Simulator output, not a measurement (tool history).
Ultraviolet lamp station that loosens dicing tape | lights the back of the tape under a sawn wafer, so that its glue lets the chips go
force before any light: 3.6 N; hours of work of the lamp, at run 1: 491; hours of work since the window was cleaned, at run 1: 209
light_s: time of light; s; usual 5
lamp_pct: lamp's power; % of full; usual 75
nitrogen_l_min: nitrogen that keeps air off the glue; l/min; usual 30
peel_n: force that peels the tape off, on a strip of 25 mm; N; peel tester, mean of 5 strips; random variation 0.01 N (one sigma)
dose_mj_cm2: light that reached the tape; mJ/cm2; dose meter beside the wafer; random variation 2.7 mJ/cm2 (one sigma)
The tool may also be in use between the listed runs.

run     day  light_s  lamp_pct  nitrogen_l_min  hours of work of the lamp  hours of work since the window was cleaned  peel_n  dose_mj_cm2
  1   0.000        5        75              30                        491                                         209   0.695          277
  2   0.862        5        75              30                        504                                         222   0.712          274
  3   2.092        5        75              30                        524                                         242   0.740          269
  4   3.217        5        75              30                        542                                         259   0.715          265
  5   4.238        5        75              30                        558                                         276   0.745          266
  6   5.512        5        75              17                        578                                         296   0.982          263
  7   7.000        5        75              17                        602                                         319   0.989          255
  8   7.833        5        75              30                        615                                         333   0.790          250
      8.629  -- lamp changed
  9   8.629        5        75              30                          0                                         344   0.505          340
 10  10.012        5        75              30                         22                                         366   0.511          337
 11  11.642        5        75              30                         48                                         392   0.529          326
 12  13.208        5        75              10                         73                                         417   0.920          327
 13  14.154        5        93              48                         87                                         432   0.325          397
     15.262  -- window cleaned of glue's vapour
 14  15.804        5        77              30                        113                                           9   0.479          365
 15  17.179        5        77              48                        135                                          30   0.384          360
 16  18.142        5        88              33                        150                                          46   0.367          406
 17  19.308        5        88              33                        169                                          64   0.387          402
 18  20.612        4        60              47                        189                                          85   0.839          217
 19  21.521        4        60              47                        204                                          99   0.849          214
 20  22.404        5        88              30                        218                                         113   0.417          394
 21  23.862        5        88              30                        241                                         136   0.428          381
 22  25.296        5        79              50                        263                                         159   0.413          336

The next listed run, before its measurement:
 23  26.588        2        79              28                        284                                         179       ?            ?

Run 23 gave peel_n 1.651 N, dose_mj_cm2 133 mJ/cm2.
Without the tool's hidden state the same run would have given peel_n 1.432 N, dose_mj_cm2 158 mJ/cm2.

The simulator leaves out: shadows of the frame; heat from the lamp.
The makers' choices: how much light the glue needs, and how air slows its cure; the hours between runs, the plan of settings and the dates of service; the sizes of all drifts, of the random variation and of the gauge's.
